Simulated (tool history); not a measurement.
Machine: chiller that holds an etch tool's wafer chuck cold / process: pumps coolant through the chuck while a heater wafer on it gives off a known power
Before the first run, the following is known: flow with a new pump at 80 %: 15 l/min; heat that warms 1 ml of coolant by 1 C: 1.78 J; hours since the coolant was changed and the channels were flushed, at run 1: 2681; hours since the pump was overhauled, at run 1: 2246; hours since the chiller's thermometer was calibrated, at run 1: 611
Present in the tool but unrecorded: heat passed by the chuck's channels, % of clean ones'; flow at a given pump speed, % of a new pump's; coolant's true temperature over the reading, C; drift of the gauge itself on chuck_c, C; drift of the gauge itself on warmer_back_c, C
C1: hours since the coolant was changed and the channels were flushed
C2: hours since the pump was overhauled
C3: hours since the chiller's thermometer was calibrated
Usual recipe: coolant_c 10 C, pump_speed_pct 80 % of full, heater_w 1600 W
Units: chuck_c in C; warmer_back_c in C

run 1 day=0.000 | coolant_c=10 pump_speed_pct=80 heater_w=1600 | C1=2681 C2=2246 C3=611 | chuck_c=20.6 warmer_back_c=3.61
run 2 day=3.225 | coolant_c=16 pump_speed_pct=80 heater_w=1600 | C1=2758 C2=2323 C3=689 | chuck_c=26.7 warmer_back_c=3.64
run 3 day=5.179 | coolant_c=16 pump_speed_pct=80 heater_w=1600 | C1=2805 C2=2370 C3=736 | chuck_c=26.6 warmer_back_c=3.59
run 4 day=8.358 | coolant_c=10 pump_speed_pct=80 heater_w=1600 | C1=2881 C2=2446 C3=812 | chuck_c=20.5 warmer_back_c=3.56
run 5 day=11.558 | coolant_c=10 pump_speed_pct=80 heater_w=1600 | C1=2958 C2=2523 C3=889 | chuck_c=20.6 warmer_back_c=3.64
run 6 day=13.058 | coolant_c=10 pump_speed_pct=80 heater_w=1600 | C1=2994 C2=2559 C3=925 | chuck_c=20.5 warmer_back_c=3.59
run 7 day=15.775 | coolant_c=10 pump_speed_pct=80 heater_w=1600 | C1=3059 C2=2624 C3=990 | chuck_c=20.8 warmer_back_c=3.63
run 8 day=17.346 | coolant_c=10 pump_speed_pct=80 heater_w=1600 | C1=3097 C2=2662 C3=1028 | chuck_c=20.7 warmer_back_c=3.62
run 9 day=20.542 | coolant_c=10 pump_speed_pct=80 heater_w=1461 | C1=3174 C2=2739 C3=1104 | chuck_c=19.6 warmer_back_c=3.30
run 10 day=23.608 | coolant_c=10 pump_speed_pct=80 heater_w=1461 | C1=3247 C2=2812 C3=1178 | chuck_c=19.6 warmer_back_c=3.31
run 11 day=26.679 | coolant_c=10 pump_speed_pct=80 heater_w=1461 | C1=3321 C2=2886 C3=1252 | chuck_c=19.7 warmer_back_c=3.31
run 12 day=29.167 | coolant_c=11 pump_speed_pct=68 heater_w=1353 | C1=3381 C2=2946 C3=1311 | chuck_c=20.9 warmer_back_c=3.59
run 13 day=31.071 | coolant_c=8 pump_speed_pct=84 heater_w=887 | C1=3426 C2=2991 C3=1357 | chuck_c=13.8 warmer_back_c=1.88
run 14 day=33.208 | coolant_c=8 pump_speed_pct=84 heater_w=887 | C1=3478 C2=3043 C3=1408 | chuck_c=13.6 warmer_back_c=1.90
run 15 day=34.900 | coolant_c=3 pump_speed_pct=84 heater_w=887 | C1=3518 C2=3083 C3=1449 | chuck_c=8.9 warmer_back_c=1.91
run 16 day=36.558 | coolant_c=3 pump_speed_pct=84 heater_w=887 | C1=3558 C2=3123 C3=1489 | chuck_c=8.8 warmer_back_c=1.91

Here are 4 independent what-if runs from the current tool condition. What would each one return?
run A day=39.425 | coolant_c=7 pump_speed_pct=84 heater_w=1394 | C1=3627 C2=3192 C3=1557 | chuck_c=? warmer_back_c=?
run B day=39.425 | coolant_c=10 pump_speed_pct=62 heater_w=1271 | C1=3627 C2=3192 C3=1557 | chuck_c=? warmer_back_c=?
run C day=39.425 | coolant_c=3 pump_speed_pct=84 heater_w=2082 | C1=3627 C2=3192 C3=1557 | chuck_c=? warmer_back_c=?
run D day=39.425 | coolant_c=0 pump_speed_pct=73 heater_w=1733 | C1=3627 C2=3192 C3=1557 | chuck_c=? warmer_back_c=?

run=A chuck_c=16.0 warmer_back_c=3.02
run=B chuck_c=19.7 warmer_back_c=3.65
run=C chuck_c=16.3 warmer_back_c=4.49
run=D chuck_c=12.2 warmer_back_c=4.31
With the hidden condition removed and each run's random variation left untouched, the same runs would have given:
run=A chuck_c=16.0 warmer_back_c=3.02
run=B chuck_c=19.6 warmer_back_c=3.65
run=C chuck_c=16.3 warmer_back_c=4.49
run=D chuck_c=12.2 warmer_back_c=4.31
